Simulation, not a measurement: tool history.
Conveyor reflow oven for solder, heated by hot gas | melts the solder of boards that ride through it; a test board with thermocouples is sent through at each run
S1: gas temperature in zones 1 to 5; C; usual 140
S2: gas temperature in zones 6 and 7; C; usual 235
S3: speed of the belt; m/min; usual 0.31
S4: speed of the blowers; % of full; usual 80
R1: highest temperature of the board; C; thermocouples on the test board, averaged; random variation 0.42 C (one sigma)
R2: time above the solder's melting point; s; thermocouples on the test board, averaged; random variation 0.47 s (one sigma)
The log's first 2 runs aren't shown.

| run | hour | S1 | S2 | S3 | S4 | R1 | R2 |
|---|---|---|---|---|---|---|---|
| 3 | 60.3 | 140 | 235 | 0.31 | 80 | 223.3 | 96.5 |
| 4 | 105.3 | 140 | 235 | 0.31 | 80 | 222.9 | 95.6 |
| 5 | 136.1 | 140 | 235 | 0.31 | 80 | 223.1 | 95.6 |
| 6 | 160.2 | 140 | 235 | 0.31 | 80 | 222.6 | 94.5 |
| 7 | 182.4 | 140 | 235 | 0.31 | 80 | 222.8 | 96.5 |
| 8 | 223 | 140 | 235 | 0.31 | 80 | 223.3 | 95.7 |
| 9 | 272.8 | 140 | 235 | 0.31 | 80 | 223.2 | 95.4 |
| 10 | 304.3 | 140 | 235 | 0.31 | 80 | 222.7 | 95.5 |
| 11 | 332 | 140 | 235 | 0.31 | 80 | 223.3 | 95.4 |
| 12 | 380.9 | 140 | 235 | 0.31 | 80 | 223 | 95.6 |
| 13 | 430.5 | 140 | 235 | 0.31 | 80 | 222.6 | 95.2 |
| 14 | 479.6 | 140 | 235 | 0.31 | 80 | 222.1 | 95.6 |
| 15 | 515.7 | 140 | 235 | 0.31 | 80 | 222.3 | 94.9 |
| 16 | 554 | 140 | 227 | 0.368 | 80 | 210.6 | 68.2 |
| 17 | 583.5 | 140 | 227 | 0.368 | 80 | 210.8 | 67.5 |
| 18 | 610.7 | 153 | 229 | 0.254 | 67 | 221.8 | 125.7 |
| 19 | 647.7 | 135 | 249 | 0.254 | 66 | 238.7 | 128.5 |
| 20 | 695.8 | 142 | 235 | 0.31 | 80 | 222.8 | 96.7 |
|  | 715.8 | flux residue cleaned out of gas plates and filters |
| 21 | 726.2 | 142 | 235 | 0.31 | 80 | 223.4 | 97.5 |
| 22 | 750.5 | 140 | 239 | 0.31 | 67 | 225.1 | 96.3 |

Forecast run 23:
| 23 | 795.3 | 142 | 235 | 0.299 | 80 | ? | ? |

{"run 23": {"R1": 223.5, "R2": 100.7}}
Without the tool's hidden state the same run would have given R1 223.5 C, R2 100.6 s.
